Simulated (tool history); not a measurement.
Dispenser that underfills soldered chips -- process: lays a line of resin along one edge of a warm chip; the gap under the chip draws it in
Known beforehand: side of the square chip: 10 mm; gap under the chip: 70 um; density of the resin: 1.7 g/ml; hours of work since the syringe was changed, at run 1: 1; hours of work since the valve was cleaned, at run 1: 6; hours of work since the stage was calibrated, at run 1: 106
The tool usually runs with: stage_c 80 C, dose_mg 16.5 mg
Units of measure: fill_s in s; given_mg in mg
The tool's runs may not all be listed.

run  hour  stage_c  dose_mg  hours of work since the syringe was changed  hours of work since the valve was cleaned  hours of work since the stage was calibrated  fill_s  given_mg
  1   0.0       80     16.5                                            1                                          6                                           106    32.4     16.47
  2   2.0       80     16.5                                            2                                          7                                           107    38.2     16.23
  3   5.8       80     16.5                                            5                                          9                                           109    45.9     16.40
      8.4  -- new syringe of resin
  4   8.5       80     16.5                                            0                                         11                                           111    32.9     16.23
  5  13.1       80     16.5                                            3                                         14                                           114    42.8     16.11
  6  15.5       80     16.5                                            5                                         16                                           116    47.8     16.17
     18.2  -- new syringe of resin
  7  19.9       79     19.0                                            1                                         19                                           119    34.5     18.59
  8  23.5       79     16.2                                            4                                         21                                           121    44.9     15.82
     28.0  -- new syringe of resin
  9  28.3       80     18.1                                            0                                         24                                           124    32.0     17.62
 10  32.4       80     15.7                                            3                                         27                                           127    41.8     15.19
 11  36.1       66     14.8                                            5                                         29                                           129    99.7     14.40
     37.7  -- new syringe of resin
 12  39.4       66     21.0                                            1                                         31                                           131    63.8     20.25

Across each entry between runs, compare the hidden state at the last listed run before it with the hidden state at the first listed run after it:
Between runs 3 and 4: new syringe of resin (hour 8.4)
  resin's viscosity, % of fresh resin's: 149.9 -> 102.8; dose that the valve gives, % of what is set: 98.98 -> 98.83
  measured minus no-state result, fill_s: +15.8 -> +1.3 s; given_mg: -0.17 -> -0.19 mg
Between runs 6 and 7: new syringe of resin (hour 18.2)
  resin's viscosity, % of fresh resin's: 155.9 -> 109.2; dose that the valve gives, % of what is set: 98.41 -> 98.17; true chip temperature over the reading, C: -0.24 -> -0.25
  measured minus no-state result, fill_s: +17.5 -> +3.3 s; given_mg: -0.26 -> -0.34 mg
Between runs 8 and 9: new syringe of resin (hour 28.0)
  resin's viscosity, % of fresh resin's: 135.8 -> 103.2; dose that the valve gives, % of what is set: 97.94 -> 97.65; true chip temperature over the reading, C: -0.25 -> -0.26
  measured minus no-state result, fill_s: +12.4 -> +1.4 s; given_mg: -0.33 -> -0.42 mg
Between runs 11 and 12: new syringe of resin (hour 37.7)
  resin's viscosity, % of fresh resin's: 164.2 -> 111.8; dose that the valve gives, % of what is set: 97.2 -> 97.03; true chip temperature over the reading, C: -0.27 -> -0.28
  measured minus no-state result, fill_s: +40.5 -> +7.6 s; given_mg: -0.41 -> -0.62 mg

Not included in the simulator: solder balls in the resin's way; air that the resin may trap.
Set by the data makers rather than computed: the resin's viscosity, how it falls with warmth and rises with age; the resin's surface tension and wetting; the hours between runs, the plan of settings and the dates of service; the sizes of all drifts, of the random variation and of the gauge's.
